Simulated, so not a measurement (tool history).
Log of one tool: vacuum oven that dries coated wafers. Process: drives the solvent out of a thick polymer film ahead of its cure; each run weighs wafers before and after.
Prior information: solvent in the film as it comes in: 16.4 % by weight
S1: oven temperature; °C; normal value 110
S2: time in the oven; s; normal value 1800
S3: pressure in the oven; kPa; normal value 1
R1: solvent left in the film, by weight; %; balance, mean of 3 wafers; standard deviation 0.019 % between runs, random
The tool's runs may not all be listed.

{"run": 1, "hour": 0.0, "S1": 110, "S2": 1800, "S3": 1, "R1": 2.62}
{"run": 2, "hour": 21.3, "S1": 110, "S2": 1800, "S3": 1, "R1": 2.58}
{"run": 3, "hour": 36.6, "S1": 110, "S2": 1800, "S3": 1, "R1": 2.6}
{"run": 4, "hour": 55.0, "S1": 97, "S2": 1800, "S3": 1, "R1": 4.91}
{"run": 5, "hour": 73.7, "S1": 112, "S2": 1800, "S3": 1, "R1": 2.34}
{"run": 6, "hour": 88.2, "S1": 112, "S2": 1800, "S3": 2.78, "R1": 3.52}
{"run": 7, "hour": 109.1, "S1": 112, "S2": 1800, "S3": 2.78, "R1": 3.52}
{"run": 8, "hour": 120.7, "S1": 110, "S2": 2760, "S3": 1, "R1": 1.52}
{"run": 9, "hour": 142.5, "S1": 110, "S2": 2760, "S3": 1, "R1": 1.51}
{"hour": 145.1, "done": "vacuum gauge cleaned of residue and calibrated"}
{"run": 10, "hour": 154.8, "S1": 110, "S2": 2760, "S3": 1, "R1": 1.49}
{"run": 11, "hour": 172.6, "S1": 110, "S2": 2760, "S3": 1, "R1": 1.52}
{"run": 12, "hour": 188.4, "S1": 110, "S2": 1800, "S3": 3.5, "R1": 4.4}
{"run": 13, "hour": 206.7, "S1": 110, "S2": 1800, "S3": 3.5, "R1": 4.41}
{"run": 14, "hour": 219.9, "S1": 110, "S2": 1800, "S3": 3.5, "R1": 4.42}
{"hour": 233.3, "done": "vacuum gauge cleaned of residue and calibrated, once more"}
{"run": 15, "hour": 235.6, "S1": 120, "S2": 1800, "S3": 1, "R1": 1.32}
{"run": 16, "hour": 245.5, "S1": 110, "S2": 1980, "S3": 1, "R1": 2.2}
{"run": 17, "hour": 265.1, "S1": 102, "S2": 900, "S3": 1, "R1": 6.95}
{"run": 18, "hour": 283.6, "S1": 110, "S2": 1200, "S3": 1, "R1": 4.17}
{"run": 19, "hour": 302.2, "S1": 108, "S2": 1800, "S3": 1, "R1": 2.8}
{"run": 20, "hour": 322.0, "S1": 108, "S2": 1800, "S3": 1, "R1": 2.8}
{"run": 21, "hour": 340.3, "S1": 98, "S2": 2520, "S3": 1.64, "R1": 3.87}
{"run": 22, "hour": 357.2, "S1": 111, "S2": 3060, "S3": 1, "R1": 1.13}
{"run": 23, "hour": 374.3, "S1": 110, "S2": 1620, "S3": 3.57, "R1": 4.63}
{"run": 24, "hour": 387.6, "S1": 119, "S2": 2160, "S3": 0.59, "R1": 0.88}
{"run": 25, "hour": 402.9, "S1": 114, "S2": 1260, "S3": 1.58, "R1": 3.63}
{"run": 26, "hour": 426.3, "S1": 114, "S2": 1260, "S3": 1.58, "R1": 3.56}
{"run": 27, "hour": 442.9, "S1": 110, "S2": 1560, "S3": 0.7, "R1": 2.83}
{"run": 28, "hour": 455.7, "S1": 99, "S2": 2640, "S3": 1.54, "R1": 3.48}
{"run": 29, "hour": 470.5, "S1": 100, "S2": 2100, "S3": 0.6, "R1": 3.21}
{"run": 30, "hour": 491.0, "S1": 100, "S2": 1200, "S3": 0.6, "R1": 5.72}

Consider 3 possible next runs. They are alternatives, not a sequence: every one starts from the tool as it was left by run 30. What does each give?
{"run": "A", "hour": 513.0, "S1": 95, "S2": 2760, "S3": 1.5, "R1": "?"}
{"run": "B", "hour": 513.0, "S1": 113, "S2": 3060, "S3": 1, "R1": "?"}
{"run": "C", "hour": 513.0, "S1": 122, "S2": 1020, "S3": 1, "R1": "?"}

run=A R1=4.01
run=B R1=1.05
run=C R1=2.87
With the hidden condition removed and each run's random variation left untouched, the same runs would have given:
run=A R1=4.14
run=B R1=1.07
run=C R1=3
